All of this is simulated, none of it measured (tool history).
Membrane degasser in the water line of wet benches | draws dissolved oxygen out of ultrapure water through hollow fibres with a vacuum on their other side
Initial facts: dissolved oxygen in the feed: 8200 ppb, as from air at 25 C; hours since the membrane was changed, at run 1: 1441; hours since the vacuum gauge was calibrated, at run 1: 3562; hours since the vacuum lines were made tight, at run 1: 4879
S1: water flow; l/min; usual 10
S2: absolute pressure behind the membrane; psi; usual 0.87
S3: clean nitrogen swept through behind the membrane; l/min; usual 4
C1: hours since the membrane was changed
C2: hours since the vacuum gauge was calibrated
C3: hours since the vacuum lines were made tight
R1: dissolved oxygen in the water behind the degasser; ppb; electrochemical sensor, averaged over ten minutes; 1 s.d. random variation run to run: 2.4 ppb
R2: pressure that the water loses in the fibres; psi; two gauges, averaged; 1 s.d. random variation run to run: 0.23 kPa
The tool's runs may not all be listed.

run	day	S1	S2	S3	C1	C2	C3	R1	R2
1	0	10	0.87	4	1441	3562	4879	253	8.599
2	2.829	10	0.87	4	1508	3630	4947	251.9	8.617
3	6.338	6	0.87	4	1593	3714	5031	110	5.195
4	10.192	6	0.87	4	1685	3807	5123	110.7	5.147
# day 10.392: vacuum gauge calibrated
5	12.683	10	0.87	2.61	1744	55	5183	262.4	8.663
6	14.921	10	0.87	2.61	1798	109	5236	268.9	8.631
# day 16.875: vacuum gauge calibrated, once more
7	18.15	10	0.87	3.4	1875	31	5313	255.4	8.627
8	21.417	10	0.87	3.4	1954	109	5392	254.5	8.683
9	24.279	10	0.87	3.4	2022	178	5461	254	8.702
10	28.467	6	1.076	1.74	2123	278	5561	133.1	5.249
11	30.783	6	1.076	1.74	2178	334	5617	135.6	5.191
12	33.775	6	1.076	1.74	2250	406	5688	135.1	5.204

Some steps in R1 between neighbouring runs. How much of each would the tool show without its hidden state too (settings, what came in, random variation), and how much is left for the hidden state, with any gauge scatter that isn't in both results?
Unlogged tool condition in this case: membrane still open, %; true pressure behind the membrane over the reading, kPa; air that leaks in behind the membrane, l/min; drift of the gauge itself on oxygen_ppb, %; drift of the gauge itself on loss_of_pressure_kpa, %.
Run 4 -> 5: S1 6 -> 10, S3 4 -> 2.61, vacuum gauge calibrated. R1 +151.7 ppb: hidden state +9.3, all else +142.4.
